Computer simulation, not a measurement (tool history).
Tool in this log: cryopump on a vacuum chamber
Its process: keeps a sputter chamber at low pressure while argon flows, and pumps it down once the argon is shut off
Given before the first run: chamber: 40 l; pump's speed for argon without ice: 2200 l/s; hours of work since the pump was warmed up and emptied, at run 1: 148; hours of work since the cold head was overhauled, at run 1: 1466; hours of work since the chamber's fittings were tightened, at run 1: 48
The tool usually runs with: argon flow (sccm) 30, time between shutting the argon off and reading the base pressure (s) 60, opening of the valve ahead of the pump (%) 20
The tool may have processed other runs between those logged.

| run | day | argon flow (sccm) | time between shutting the argon off and reading the base pressure (s) | opening of the valve ahead of the pump (%) | hours of work since the pump was warmed up and emptied | hours of work since the cold head was overhauled | hours of work since the chamber's fittings were tightened | pressure while argon flows (Pa) | pressure after the wait (uPa) |
|---|---|---|---|---|---|---|---|---|---|
| 1 | 0 | 30 | 60 | 20 | 148 | 1466 | 48 | 0.117 | 0.53 |
| 2 | 3.096 | 30 | 60 | 20 | 205 | 1524 | 105 | 0.1178 | 0.54 |
| 3 | 7.642 | 30 | 60 | 20 | 290 | 1608 | 190 | 0.1202 | 0.57 |
| 4 | 12.629 | 30 | 60 | 20 | 383 | 1701 | 283 | 0.122 | 0.6 |
|  | 14.083 | pump warmed up, emptied and cooled again |
| 5 | 15.95 | 30 | 60 | 20 | 35 | 1759 | 341 | 0.117 | 0.55 |
| 6 | 20.496 | 30 | 60 | 20 | 119 | 1844 | 425 | 0.1185 | 0.59 |
| 7 | 25.979 | 14 | 81 | 52 | 221 | 1946 | 527 | 0.0214 | 0.5 |
| 8 | 29.567 | 25 | 291 | 41 | 288 | 2013 | 594 | 0.0505 | 0.28 |
| 9 | 33.483 | 30 | 22 | 32 | 361 | 2086 | 667 | 0.078 | 1.28 |
|  | 36.046 | pump warmed up, emptied and cooled again |
| 10 | 37.329 | 30 | 287 | 32 | 24 | 2153 | 735 | 0.0722 | 0.3 |
| 11 | 41.162 | 42 | 60 | 50 | 95 | 2225 | 806 | 0.0662 | 0.62 |

Branching from run 11: 3 alternative next runs. What would each branch give?
| A | 45.358 | 30 | 31 | 21 | 173 | 2303 | 884 | ? | ? |
| B | 45.358 | 20 | 267 | 22 | 173 | 2303 | 884 | ? | ? |
| C | 45.358 | 39 | 60 | 42 | 173 | 2303 | 884 | ? | ? |

| run | pressure while argon flows (Pa) | pressure after the wait (uPa) |
|---|---|---|
| A | 0.1123 | 0.97 |
| B | 0.0718 | 0.36 |
| C | 0.0745 | 0.59 |
The same runs, with their run-to-run variation unchanged, on a tool lacking any hidden condition would have given:
| run | pressure while argon flows (Pa) | pressure after the wait (uPa) |
|---|---|---|
| A | 0.1094 | 0.86 |
| B | 0.0698 | 0.24 |
| C | 0.0708 | 0.47 |
